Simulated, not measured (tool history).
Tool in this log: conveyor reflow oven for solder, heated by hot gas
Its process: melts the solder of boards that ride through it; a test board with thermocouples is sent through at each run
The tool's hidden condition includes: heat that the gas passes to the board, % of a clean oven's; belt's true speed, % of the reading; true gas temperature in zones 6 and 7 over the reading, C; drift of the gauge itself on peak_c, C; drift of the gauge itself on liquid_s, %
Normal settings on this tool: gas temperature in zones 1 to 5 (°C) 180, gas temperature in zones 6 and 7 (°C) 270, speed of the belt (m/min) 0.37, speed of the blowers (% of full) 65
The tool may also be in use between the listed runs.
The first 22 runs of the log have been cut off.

run,hour,gas temperature in zones 1 to 5 (°C),gas temperature in zones 6 and 7 (°C),speed of the belt (m/min),speed of the blowers (% of full),hours of work since the flux was cleaned out,hours of work since the belt drive was overhauled,hours of work since the thermocouples were changed,highest temperature of the board (°C),time above the solder's melting point (s)
23,1106.7,177,270,0.37,58,80,323,58,253.5,88.7
24,1145.6,189,270,0.329,55,106,349,84,258.1,113.3
25,1193.2,174,267,0.37,65,138,381,116,251.5,84.7
# hour 1258.9: flux residue cleaned out of gas plates and filters
26,1263,177,280,0.37,78,3,425,160,267.2,100.4
27,1322.6,180,270,0.407,65,43,465,200,252.5,81
28,1380.8,180,270,0.407,65,82,504,239,252.7,81.5
29,1414.9,180,270,0.407,65,105,527,262,252.8,80.1
30,1446.7,184,259,0.37,65,127,549,284,246.1,86.1
31,1502.5,184,259,0.37,65,164,586,322,245.2,85.9

Each row is a separate what-if for the run after 31, all from the same tool condition, not one after another. Results?
# hour 1534.1: flux residue cleaned out of gas plates and filters
A,1545.9,180,270,0.307,67,8,612,347,?,?
# hour 1534.1: flux residue cleaned out of gas plates and filters
B,1545.9,184,259,0.38,65,8,612,347,?,?
# hour 1534.1: flux residue cleaned out of gas plates and filters
C,1545.9,173,259,0.37,65,8,612,347,?,?

run,highest temperature of the board (°C),time above the solder's melting point (s)
A,260.3,120.3
B,245.4,82.4
C,244.9,77.7
With the hidden condition removed and each run's random variation left untouched, the same runs would have given:
run,highest temperature of the board (°C),time above the solder's melting point (s)
A,261.4,119.5
B,246.3,82.3
C,245.8,77.8
